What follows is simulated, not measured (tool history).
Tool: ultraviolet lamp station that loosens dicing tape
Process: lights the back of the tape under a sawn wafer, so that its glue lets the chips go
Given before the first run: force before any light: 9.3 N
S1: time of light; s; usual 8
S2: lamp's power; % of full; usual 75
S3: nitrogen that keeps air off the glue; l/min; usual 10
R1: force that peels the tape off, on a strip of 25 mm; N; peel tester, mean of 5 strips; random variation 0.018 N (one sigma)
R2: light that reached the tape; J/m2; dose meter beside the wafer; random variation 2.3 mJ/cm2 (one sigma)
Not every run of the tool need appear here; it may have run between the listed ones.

run    day  S1  S2  S3     R1    R2
  1      0   8  75  10  0.965  2160
  2  0.262   8  75  10  0.987  2150
  3  0.479   8  75  10  0.971  2140
  4  0.829   8  75  10  0.998  2110
  5  1.192   8  84  10  0.797  2400
  6  1.588   8  84  10  0.814  2440
  7  1.971   6  81  10  1.476  1780
  8   2.15   8  71  14  0.875  2000
  9  2.396   6  65  14  1.781  1400
 10  2.712   6  65  14  1.785  1370
 11  3.042   6  65  14  1.769  1390

Branching from run 11: 4 alternative next runs. What would each branch give?
  A  3.312   6  65  12   ?   ?
  B  3.312   6  95   3   ?   ?
  C  3.312   6  84  14   ?   ?
  D  3.312   6  67   6   ?   ?

run     R1    R2
  A  1.893  1400
  B  2.534  2020
  C   1.13  1760
  D  2.608  1400
Stripped of hidden state, with their random variation kept, the same runs would have yielded:
run     R1    R2
  A  1.679  1510
  B  2.284  2180
  C  0.972  1910
  D  2.364  1520
